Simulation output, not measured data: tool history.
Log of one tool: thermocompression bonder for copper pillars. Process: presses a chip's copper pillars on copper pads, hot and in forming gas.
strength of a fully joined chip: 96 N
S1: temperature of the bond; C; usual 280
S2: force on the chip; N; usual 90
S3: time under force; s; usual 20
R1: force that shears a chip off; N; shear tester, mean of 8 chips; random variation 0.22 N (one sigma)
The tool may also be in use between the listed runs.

Run 1, day 0.000: usual settings. Result: R1 35.7 N.
Run 2, day 1.012: usual settings. Result: R1 35.7 N.
At day 1.158: forming gas filter changed.
Run 3, day 1.775: usual settings but S1 306 C. Result: R1 52.3 N.
Run 4, day 3.138: usual settings but S1 306 C. Result: R1 52.4 N.
Run 5, day 4.288: usual settings but S3 56 s. Result: R1 52.3 N.
Run 6, day 5.192: usual settings but S3 56 s. Result: R1 52.2 N.
Run 7, day 6.379: usual settings. Result: R1 35.9 N.
Run 8, day 7.025: usual settings. Result: R1 36.2 N.
Run 9, day 8.558: usual settings. Result: R1 35.9 N.
Run 10, day 9.267: usual settings. Result: R1 36.2 N.
Run 11, day 10.292: usual settings. Result: R1 36.4 N.
Run 12, day 11.521: usual settings. Result: R1 36.5 N.
Run 13, day 12.621: usual settings. Result: R1 36.2 N.
Run 14, day 13.921: usual settings. Result: R1 36.2 N.
Run 15, day 14.608: usual settings but S3 18 s. Result: R1 35.0 N.
Run 16, day 15.375: usual settings but S1 270 C. Result: R1 30.4 N.
Run 17, day 16.750: usual settings but S3 10 s. Result: R1 26.8 N.
At day 17.412: forming gas filter changed.
At day 17.638: heater calibrated with a thermocouple chip.
Run 18, day 18.162: usual settings but S3 10 s. Result: R1 27.0 N.
Run 19, day 19.392: usual settings. Result: R1 36.0 N.
Run 20, day 20.625: usual settings. Result: R1 35.5 N.
Run 21, day 22.150: usual settings. Result: R1 36.1 N.
At day 23.038: force cell calibrated.
Run 22, day 23.488: usual settings but S2 113 N, S3 59 s. Result: R1 58.1 N.
Run 23, day 24.229: usual settings but S2 113 N, S3 59 s. Result: R1 57.9 N.
Run 24, day 24.946: usual settings but S1 291 C, S2 119 N, S3 59 s. Result: R1 67.4 N.
Run 25, day 25.812: usual settings but S2 61 N, S3 19 s. Result: R1 28.8 N.
Run 26, day 27.171: usual settings but S2 122 N, S3 22 s. Result: R1 43.2 N.
Run 27, day 28.417: usual settings but S1 304 C, S2 77 N. Result: R1 47.7 N.
Run 28, day 29.467: usual settings but S1 304 C, S2 77 N. Result: R1 47.8 N.
Run 29, day 30.542: usual settings but S1 276 C, S2 124 N. Result: R1 39.3 N.
Run 30, day 31.238: usual settings but S1 276 C, S2 124 N. Result: R1 39.3 N.

Run 31 comes next. What will it give?
Run 31, day 32.371: usual settings but S1 276 C, S2 124 N. Result: R1 ?.

R1: 39.5 N
Without the tool's hidden state the same run would have given R1 39.6 N.
